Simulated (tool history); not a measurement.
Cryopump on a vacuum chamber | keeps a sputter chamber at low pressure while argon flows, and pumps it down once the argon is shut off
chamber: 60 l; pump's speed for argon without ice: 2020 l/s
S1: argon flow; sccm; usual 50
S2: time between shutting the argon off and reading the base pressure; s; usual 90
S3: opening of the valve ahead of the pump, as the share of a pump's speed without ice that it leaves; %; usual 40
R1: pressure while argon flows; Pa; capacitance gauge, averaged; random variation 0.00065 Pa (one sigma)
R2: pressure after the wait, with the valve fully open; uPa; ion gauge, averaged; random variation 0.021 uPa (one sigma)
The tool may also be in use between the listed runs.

run   hour  S1   S2  S3      R1    R2
  1    0.0  50   90  40  0.1137  0.46
  2   21.9  50   90  40  0.1134  0.49
  3   38.6  50   90  40  0.1140  0.49
  4   50.1  50  215  40  0.1130  0.33
  5   67.8  50   90  22  0.1912  0.44
  6   90.8  50   90  29  0.1447  0.40
  7  107.4  50   90  29  0.1451  0.45
  8  119.5  50   90  40  0.1065  0.42
  9  142.4  50   44  40  0.1053  0.68
 10  165.6  50  143  40  0.1054  0.33
 11  187.1  50  143  40  0.1061  0.35
 12  211.2  50   90  40  0.1071  0.43
 13  228.8  50   90  40  0.1071  0.43
 14  244.9  50   90  40  0.1072  0.48
 15  268.4  50   90  40  0.1068  0.49
 16  291.6  50   90  40  0.1074  0.45
 17  306.3  24  116  28  0.0733  0.40
 18  325.3  34  233  40  0.0731  0.32
 19  340.9  34   37  40  0.0749  0.84
 20  354.9  29   37  40  0.0635  0.79
 21  375.2  59   22  40  0.1273  1.20
 22  392.1  67   90  21  0.2718  0.43
 23  409.5  50   90  29  0.1486  0.47
 24  420.7  50   90  29  0.1471  0.48
 25  437.6  64   90  43  0.1316  0.48
 26  461.9  64   90  43  0.1299  0.47
 27  483.9  32   90  35  0.0792  0.44
 28  503.0  91   45  21  0.3709  0.73
 29  518.5  56   74  40  0.1212  0.50

Taken out of this log: 1 entry between the listed runs. Where each belongs, and how the hidden state differs across it:
Between runs 4 and 5: pump warmed up, emptied and cooled again (hour 59.2)
  pump's speed, % of a pump's without ice: 82.4 -> 99.4; leak into the chamber, uPa l/s: 377 -> 379
  measured less the result without the state, R1: +0.0090 -> +0.0004 Pa; R2: +0.07 -> +0.04 uPa

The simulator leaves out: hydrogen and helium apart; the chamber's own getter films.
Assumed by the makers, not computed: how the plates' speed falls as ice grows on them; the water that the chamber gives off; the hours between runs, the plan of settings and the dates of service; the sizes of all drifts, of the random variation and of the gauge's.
